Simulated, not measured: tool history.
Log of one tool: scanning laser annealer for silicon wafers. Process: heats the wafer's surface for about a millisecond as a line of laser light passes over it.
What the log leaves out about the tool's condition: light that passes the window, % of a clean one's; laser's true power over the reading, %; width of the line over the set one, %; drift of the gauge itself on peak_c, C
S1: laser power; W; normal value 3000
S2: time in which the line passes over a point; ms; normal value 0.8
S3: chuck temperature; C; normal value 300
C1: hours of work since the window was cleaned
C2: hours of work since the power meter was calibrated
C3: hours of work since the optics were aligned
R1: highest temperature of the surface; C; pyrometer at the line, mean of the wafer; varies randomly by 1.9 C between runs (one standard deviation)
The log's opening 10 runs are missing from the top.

run 11 day=3.433 | S1=3000 S2=0.8 S3=300 | C1=60 C2=101 C3=766 | R1=1125
run 12 day=3.783 | S1=3000 S2=0.8 S3=300 | C1=64 C2=105 C3=770 | R1=1127
run 13 day=4.079 | S1=2992 S2=0.8 S3=300 | C1=68 C2=109 C3=773 | R1=1125
run 14 day=4.4 | S1=2992 S2=0.8 S3=300 | C1=72 C2=112 C3=777 | R1=1121
run 15 day=4.683 | S1=3000 S2=0.8 S3=300 | C1=75 C2=115 C3=780 | R1=1127
run 16 day=5.112 | S1=3000 S2=0.8 S3=300 | C1=80 C2=120 C3=785 | R1=1125
run 17 day=5.471 | S1=2653 S2=0.8 S3=300 | C1=84 C2=124 C3=789 | R1=1009
run 18 day=5.771 | S1=3000 S2=0.569 S3=300 | C1=87 C2=128 C3=793 | R1=1005
run 19 day=6.142 | S1=3000 S2=0.569 S3=300 | C1=92 C2=132 C3=797 | R1=1005
run 20 day=6.575 | S1=2587 S2=0.695 S3=266 | C1=97 C2=137 C3=802 | R1=911
run 21 day=7.067 | S1=2587 S2=0.695 S3=266 | C1=102 C2=143 C3=807 | R1=912
run 22 day=7.571 | S1=2569 S2=0.579 S3=336 | C1=108 C2=149 C3=813 | R1=926
run 23 day=7.879 | S1=3091 S2=0.579 S3=316 | C1=112 C2=152 C3=817 | R1=1056
run 24 day=8.138 | S1=3091 S2=0.922 S3=316 | C1=114 C2=155 C3=820 | R1=1229
run 25 day=8.4 | S1=2731 S2=0.602 S3=339 | C1=117 C2=158 C3=823 | R1=984
run 26 day=8.733 | S1=2731 S2=0.602 S3=339 | C1=121 C2=162 C3=827 | R1=986
run 27 day=9.246 | S1=2654 S2=0.889 S3=339 | C1=127 C2=168 C3=833 | R1=1084
run 28 day=9.754 | S1=3010 S2=0.836 S3=325 | C1=133 C2=174 C3=838 | R1=1170
run 29 day=9.988 | S1=2594 S2=0.923 S3=325 | C1=136 C2=176 C3=841 | R1=1064
run 30 day=10.433 | S1=2594 S2=0.923 S3=325 | C1=141 C2=181 C3=846 | R1=1064
run 31 day=10.767 | S1=3000 S2=0.8 S3=337 | C1=145 C2=185 C3=850 | R1=1164
run 32 day=11.108 | S1=2654 S2=0.753 S3=296 | C1=149 C2=189 C3=854 | R1=984
run 33 day=11.55 | S1=2654 S2=0.753 S3=296 | C1=154 C2=194 C3=859 | R1=990
run 34 day=11.804 | S1=2756 S2=0.79 S3=330 | C1=157 C2=197 C3=862 | R1=1071

Branching from run 34: 3 alternative next runs. What would each branch give?
run A day=12.229 | S1=2719 S2=0.8 S3=300 | C1=162 C2=202 C3=867 | R1=?
run B day=12.229 | S1=3000 S2=0.578 S3=337 | C1=162 C2=202 C3=867 | R1=?
run C day=12.229 | S1=2603 S2=0.73 S3=300 | C1=162 C2=202 C3=867 | R1=?

run=A R1=1034
run=B R1=1045
run=C R1=964
With no hidden state in the tool, these same runs would have given:
run=A R1=1035
run=B R1=1046
run=C R1=964

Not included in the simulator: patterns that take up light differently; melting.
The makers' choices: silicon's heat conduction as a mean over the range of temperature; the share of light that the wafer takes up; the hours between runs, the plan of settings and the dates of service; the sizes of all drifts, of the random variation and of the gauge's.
